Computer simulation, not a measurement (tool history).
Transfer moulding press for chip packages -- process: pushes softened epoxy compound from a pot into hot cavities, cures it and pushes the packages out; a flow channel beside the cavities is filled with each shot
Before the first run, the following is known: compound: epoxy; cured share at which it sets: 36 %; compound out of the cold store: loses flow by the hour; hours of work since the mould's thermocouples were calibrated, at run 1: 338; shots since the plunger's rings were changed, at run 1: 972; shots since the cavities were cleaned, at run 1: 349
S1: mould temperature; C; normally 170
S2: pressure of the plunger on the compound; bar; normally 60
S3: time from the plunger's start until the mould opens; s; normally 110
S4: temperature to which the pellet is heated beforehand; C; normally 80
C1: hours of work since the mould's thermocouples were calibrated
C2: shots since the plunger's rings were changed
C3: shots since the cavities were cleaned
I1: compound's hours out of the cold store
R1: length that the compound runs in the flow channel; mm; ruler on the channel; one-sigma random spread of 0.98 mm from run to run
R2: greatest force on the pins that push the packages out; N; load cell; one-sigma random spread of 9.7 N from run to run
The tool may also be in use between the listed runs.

run 1 day=0 | S1=170 S2=60 S3=110 S4=80 | C1=338 C2=972 C3=349 | I1=29.2 | R1=651.5 R2=576
-- day=0.371 cavities cleaned with cleaning compound and waxed
-- day=1.242 mould's thermocouples calibrated
run 2 day=1.946 | S1=170 S2=55.7 S3=110 S4=80 | C1=11 C2=1420 C3=371 | I1=34.2 | R1=615.1 R2=718
-- day=2.342 cavities cleaned with cleaning compound and waxed
run 3 day=3.867 | S1=170 S2=55.7 S3=110 S4=80 | C1=40 C2=1880 C3=378 | I1=19.9 | R1=651.7 R2=603
-- day=4.2 cavities cleaned with cleaning compound and waxed
run 4 day=5.5 | S1=170 S2=55.7 S3=110 S4=80 | C1=64 C2=2270 C3=323 | I1=47.5 | R1=575.7 R2=577
-- day=5.958 cavities cleaned with cleaning compound and waxed
run 5 day=7.512 | S1=170 S2=55.7 S3=110 S4=80 | C1=94 C2=2753 C3=385 | I1=14.4 | R1=663.4 R2=612
-- day=7.725 cavities cleaned with cleaning compound and waxed
run 6 day=8.883 | S1=170 S2=55.7 S3=110 S4=80 | C1=114 C2=3078 C3=287 | I1=27.8 | R1=625.4 R2=575
-- day=9.508 cavities cleaned with cleaning compound and waxed
run 7 day=10.158 | S1=170 S2=55.7 S3=110 S4=80 | C1=133 C2=3379 C3=162 | I1=17.4 | R1=652.2 R2=548
-- day=11.35 cavities cleaned with cleaning compound and waxed
-- day=11.562 cavities cleaned with cleaning compound and waxed, once more
run 8 day=12.729 | S1=178 S2=55.7 S3=110 S4=80 | C1=171 C2=3986 C3=290 | I1=27 | R1=602.7 R2=512
-- day=13.4 cavities cleaned with cleaning compound and waxed
-- day=14.075 plunger's sealing rings changed
run 9 day=14.075 | S1=178 S2=55.7 S3=110 S4=80 | C1=189 C2=0 C3=141 | I1=40.5 | R1=585.8 R2=435
-- day=15.279 cavities cleaned with cleaning compound and waxed
run 10 day=16.233 | S1=170 S2=60 S3=110 S4=80 | C1=221 C2=520 C3=237 | I1=47.1 | R1=605.8 R2=528
-- day=17.146 cavities cleaned with cleaning compound and waxed
run 11 day=18.088 | S1=170 S2=60 S3=110 S4=80 | C1=249 C2=964 C3=233 | I1=23.8 | R1=670 R2=541
-- day=18.954 cavities cleaned with cleaning compound and waxed
run 12 day=20.25 | S1=170 S2=60 S3=110 S4=80 | C1=281 C2=1486 C3=321 | I1=44.6 | R1=608.7 R2=565
-- day=20.808 cavities cleaned with cleaning compound and waxed
-- day=22.596 cavities cleaned with cleaning compound and waxed
run 13 day=22.683 | S1=170 S2=60 S3=110 S4=80 | C1=317 C2=2058 C3=21 | I1=17.7 | R1=680.9 R2=466
-- day=24.438 cavities cleaned with cleaning compound and waxed
run 14 day=24.733 | S1=172 S2=60 S3=110 S4=86 | C1=348 C2=2551 C3=73 | I1=32.8 | R1=627.6 R2=454
-- day=25.346 mould's thermocouples calibrated
-- day=26.346 cavities cleaned with cleaning compound and waxed
run 15 day=26.946 | S1=172 S2=60 S3=110 S4=86 | C1=24 C2=3065 C3=150 | I1=31.8 | R1=632.9 R2=491
-- day=28.096 cavities cleaned with cleaning compound and waxed
run 16 day=29.088 | S1=174 S2=62.5 S3=110 S4=80 | C1=56 C2=3579 C3=245 | I1=36.4 | R1=626.2 R2=485
-- day=29.912 cavities cleaned with cleaning compound and waxed
run 17 day=31.029 | S1=173 S2=46.6 S3=93 S4=72 | C1=85 C2=4046 C3=277 | I1=18.4 | R1=583.2 R2=631
-- day=31.712 cavities cleaned with cleaning compound and waxed
-- day=32.267 plunger's sealing rings changed
run 18 day=33.196 | S1=172 S2=60 S3=113 S4=80 | C1=116 C2=231 C3=343 | I1=34 | R1=635.1 R2=570
-- day=33.683 cavities cleaned with cleaning compound and waxed
run 19 day=35.117 | S1=172 S2=60 S3=113 S4=80 | C1=145 C2=691 C3=356 | I1=11.6 | R1=699.2 R2=534
-- day=35.525 cavities cleaned with cleaning compound and waxed
-- day=37.325 cavities cleaned with cleaning compound and waxed
run 20 day=37.417 | S1=172 S2=60 S3=113 S4=73 | C1=178 C2=1230 C3=22 | I1=33.7 | R1=631.5 R2=424
run 21 day=38.546 | S1=162 S2=60.9 S3=123 S4=78 | C1=196 C2=1511 C3=303 | I1=30.5 | R1=675.1 R2=701
-- day=39.1 cavities cleaned with cleaning compound and waxed
run 22 day=40.092 | S1=177 S2=48.2 S3=110 S4=80 | C1=219 C2=1879 C3=246 | I1=26.7 | R1=568.9 R2=499
-- day=40.858 cavities cleaned with cleaning compound and waxed
run 23 day=42.092 | S1=177 S2=48.2 S3=110 S4=80 | C1=248 C2=2360 C3=307 | I1=41.3 | R1=532.2 R2=503
-- day=42.658 cavities cleaned with cleaning compound and waxed
run 24 day=43.721 | S1=172 S2=48.2 S3=110 S4=80 | C1=273 C2=2748 C3=264 | I1=31.5 | R1=566.5 R2=499
-- day=44.396 cavities cleaned with cleaning compound and waxed
run 25 day=45.096 | S1=170 S2=49.6 S3=111 S4=86 | C1=293 C2=3074 C3=174 | I1=10 | R1=632.8 R2=525

Forecast each of these 5 alternatives for the next run:
-- day=46.129 cavities cleaned with cleaning compound and waxed
run A day=47.225 | S1=178 S2=49.6 S3=91 S4=86 | C1=325 C2=3587 C3=272 | I1=15.7 | R1=? R2=?
-- day=46.129 cavities cleaned with cleaning compound and waxed
run B day=47.225 | S1=170 S2=52.9 S3=139 S4=87 | C1=325 C2=3587 C3=272 | I1=43.7 | R1=? R2=?
-- day=46.129 cavities cleaned with cleaning compound and waxed
run C day=47.225 | S1=172 S2=60 S3=113 S4=80 | C1=325 C2=3587 C3=272 | I1=19 | R1=? R2=?
-- day=46.129 cavities cleaned with cleaning compound and waxed
run D day=47.225 | S1=167 S2=46 S3=115 S4=86 | C1=325 C2=3587 C3=272 | I1=38.8 | R1=? R2=?
-- day=46.129 cavities cleaned with cleaning compound and waxed
run E day=47.225 | S1=170 S2=47 S3=93 S4=79 | C1=325 C2=3587 C3=272 | I1=8.3 | R1=? R2=?

run=A R1=596.6 R2=538
run=B R1=563.2 R2=494
run=C R1=661.9 R2=495
run=D R1=542.6 R2=577
run=E R1=621.1 R2=725
Stripped of hidden state, with their random variation kept, the same runs would have yielded:
run=A R1=614.3 R2=435
run=B R1=579.9 R2=399
run=C R1=681.5 R2=399
run=D R1=558.8 R2=467
run=E R1=639.5 R2=587

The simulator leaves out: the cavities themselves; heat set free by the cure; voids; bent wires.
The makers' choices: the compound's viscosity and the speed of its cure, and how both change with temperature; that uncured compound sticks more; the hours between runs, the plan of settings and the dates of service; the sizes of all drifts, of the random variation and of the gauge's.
